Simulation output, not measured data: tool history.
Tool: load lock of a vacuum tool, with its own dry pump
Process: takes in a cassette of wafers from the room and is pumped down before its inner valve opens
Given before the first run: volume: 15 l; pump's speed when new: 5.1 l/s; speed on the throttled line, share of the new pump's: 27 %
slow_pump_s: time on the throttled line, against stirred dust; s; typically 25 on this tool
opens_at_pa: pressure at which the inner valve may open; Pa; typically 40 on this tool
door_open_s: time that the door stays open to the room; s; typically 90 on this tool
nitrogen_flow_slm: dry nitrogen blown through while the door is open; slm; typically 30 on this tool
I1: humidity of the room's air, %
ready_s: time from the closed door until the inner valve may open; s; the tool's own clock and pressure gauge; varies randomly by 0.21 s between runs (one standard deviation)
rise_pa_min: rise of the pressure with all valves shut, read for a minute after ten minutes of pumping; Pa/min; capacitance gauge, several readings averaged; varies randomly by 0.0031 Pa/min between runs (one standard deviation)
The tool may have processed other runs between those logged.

run 1 hour=0.0 | slow_pump_s=25 opens_at_pa=40 door_open_s=90 nitrogen_flow_slm=30 | I1=45.9 | ready_s=40.9 rise_pa_min=0.088
run 2 hour=240.1 | slow_pump_s=25 opens_at_pa=40 door_open_s=90 nitrogen_flow_slm=30 | I1=47.4 | ready_s=40.9 rise_pa_min=0.093
run 3 hour=485.9 | slow_pump_s=25 opens_at_pa=40 door_open_s=58 nitrogen_flow_slm=30 | I1=47.4 | ready_s=40.6 rise_pa_min=0.074
run 4 hour=672.4 | slow_pump_s=25 opens_at_pa=40 door_open_s=58 nitrogen_flow_slm=30 | I1=46.5 | ready_s=40.8 rise_pa_min=0.070
run 5 hour=857.4 | slow_pump_s=25 opens_at_pa=40 door_open_s=58 nitrogen_flow_slm=30 | I1=43.3 | ready_s=40.8 rise_pa_min=0.070
run 6 hour=1076.1 | slow_pump_s=25 opens_at_pa=40 door_open_s=58 nitrogen_flow_slm=30 | I1=43.6 | ready_s=40.8 rise_pa_min=0.068
run 7 hour=1209.8 | slow_pump_s=25 opens_at_pa=40 door_open_s=58 nitrogen_flow_slm=30 | I1=40.4 | ready_s=40.8 rise_pa_min=0.063
run 8 hour=1347.0 | slow_pump_s=49 opens_at_pa=40 door_open_s=58 nitrogen_flow_slm=30 | I1=40.9 | ready_s=58.7 rise_pa_min=0.064
run 9 hour=1463.8 | slow_pump_s=49 opens_at_pa=40 door_open_s=58 nitrogen_flow_slm=29 | I1=46.3 | ready_s=58.9 rise_pa_min=0.074
-- hour=1630.0 door's seal changed, seat wiped
run 10 hour=1630.0 | slow_pump_s=25 opens_at_pa=40 door_open_s=90 nitrogen_flow_slm=30 | I1=47.0 | ready_s=41.4 rise_pa_min=0.098
run 11 hour=1761.1 | slow_pump_s=25 opens_at_pa=40 door_open_s=90 nitrogen_flow_slm=30 | I1=41.5 | ready_s=41.2 rise_pa_min=0.083
run 12 hour=1939.4 | slow_pump_s=25 opens_at_pa=40 door_open_s=90 nitrogen_flow_slm=30 | I1=44.7 | ready_s=41.3 rise_pa_min=0.090
run 13 hour=2129.8 | slow_pump_s=25 opens_at_pa=40 door_open_s=198 nitrogen_flow_slm=30 | I1=44.0 | ready_s=41.3 rise_pa_min=0.139
run 14 hour=2335.0 | slow_pump_s=25 opens_at_pa=40 door_open_s=198 nitrogen_flow_slm=30 | I1=44.2 | ready_s=41.1 rise_pa_min=0.137
run 15 hour=2536.8 | slow_pump_s=25 opens_at_pa=40 door_open_s=198 nitrogen_flow_slm=30 | I1=45.4 | ready_s=41.3 rise_pa_min=0.145
run 16 hour=2733.6 | slow_pump_s=25 opens_at_pa=40 door_open_s=198 nitrogen_flow_slm=4 | I1=42.8 | ready_s=41.2 rise_pa_min=0.207
run 17 hour=2942.0 | slow_pump_s=13 opens_at_pa=32 door_open_s=116 nitrogen_flow_slm=7 | I1=45.4 | ready_s=33.1 rise_pa_min=0.148
run 18 hour=3126.3 | slow_pump_s=21 opens_at_pa=36 door_open_s=168 nitrogen_flow_slm=15 | I1=43.6 | ready_s=38.5 rise_pa_min=0.158
run 19 hour=3258.6 | slow_pump_s=25 opens_at_pa=70 door_open_s=223 nitrogen_flow_slm=21 | I1=44.8 | ready_s=39.6 rise_pa_min=0.172
run 20 hour=3483.1 | slow_pump_s=25 opens_at_pa=70 door_open_s=223 nitrogen_flow_slm=21 | I1=44.1 | ready_s=39.4 rise_pa_min=0.168
run 21 hour=3730.7 | slow_pump_s=25 opens_at_pa=70 door_open_s=223 nitrogen_flow_slm=21 | I1=44.4 | ready_s=39.5 rise_pa_min=0.168
run 22 hour=3976.1 | slow_pump_s=23 opens_at_pa=64 door_open_s=223 nitrogen_flow_slm=25 | I1=44.9 | ready_s=38.3 rise_pa_min=0.159
run 23 hour=4218.7 | slow_pump_s=23 opens_at_pa=69 door_open_s=163 nitrogen_flow_slm=33 | I1=45.2 | ready_s=37.7 rise_pa_min=0.117
run 24 hour=4320.3 | slow_pump_s=23 opens_at_pa=69 door_open_s=163 nitrogen_flow_slm=33 | I1=41.8 | ready_s=37.8 rise_pa_min=0.112
run 25 hour=4494.3 | slow_pump_s=23 opens_at_pa=69 door_open_s=163 nitrogen_flow_slm=33 | I1=44.0 | ready_s=37.8 rise_pa_min=0.115
run 26 hour=4697.6 | slow_pump_s=23 opens_at_pa=69 door_open_s=163 nitrogen_flow_slm=33 | I1=44.4 | ready_s=37.9 rise_pa_min=0.116
run 27 hour=4821.0 | slow_pump_s=21 opens_at_pa=62 door_open_s=59 nitrogen_flow_slm=24 | I1=43.6 | ready_s=36.7 rise_pa_min=0.075
run 28 hour=4931.5 | slow_pump_s=21 opens_at_pa=62 door_open_s=204 nitrogen_flow_slm=24 | I1=45.0 | ready_s=37.2 rise_pa_min=0.151
run 29 hour=5083.8 | slow_pump_s=21 opens_at_pa=40 door_open_s=90 nitrogen_flow_slm=9 | I1=44.7 | ready_s=38.1 rise_pa_min=0.127
run 30 hour=5190.8 | slow_pump_s=15 opens_at_pa=40 door_open_s=78 nitrogen_flow_slm=30 | I1=45.3 | ready_s=33.9 rise_pa_min=0.087

What if the next run were any one of these 4? Each begins from the tool's condition after run 30:
run A hour=5344.5 | slow_pump_s=27 opens_at_pa=40 door_open_s=78 nitrogen_flow_slm=37 | I1=41.7 | ready_s=? rise_pa_min=?
run B hour=5344.5 | slow_pump_s=12 opens_at_pa=55 door_open_s=119 nitrogen_flow_slm=30 | I1=43.2 | ready_s=? rise_pa_min=?
run C hour=5344.5 | slow_pump_s=15 opens_at_pa=63 door_open_s=78 nitrogen_flow_slm=12 | I1=45.2 | ready_s=? rise_pa_min=?
run D hour=5344.5 | slow_pump_s=31 opens_at_pa=67 door_open_s=78 nitrogen_flow_slm=30 | I1=45.5 | ready_s=? rise_pa_min=?

run=A ready_s=42.3 rise_pa_min=0.070
run=B ready_s=30.7 rise_pa_min=0.103
run=C ready_s=32.6 rise_pa_min=0.110
run=D ready_s=44.1 rise_pa_min=0.085
Take away the tool's hidden state, keep each run's random variation, and the runs would have read:
run=A ready_s=42.3 rise_pa_min=0.069
run=B ready_s=30.7 rise_pa_min=0.103
run=C ready_s=32.6 rise_pa_min=0.110
run=D ready_s=44.1 rise_pa_min=0.084
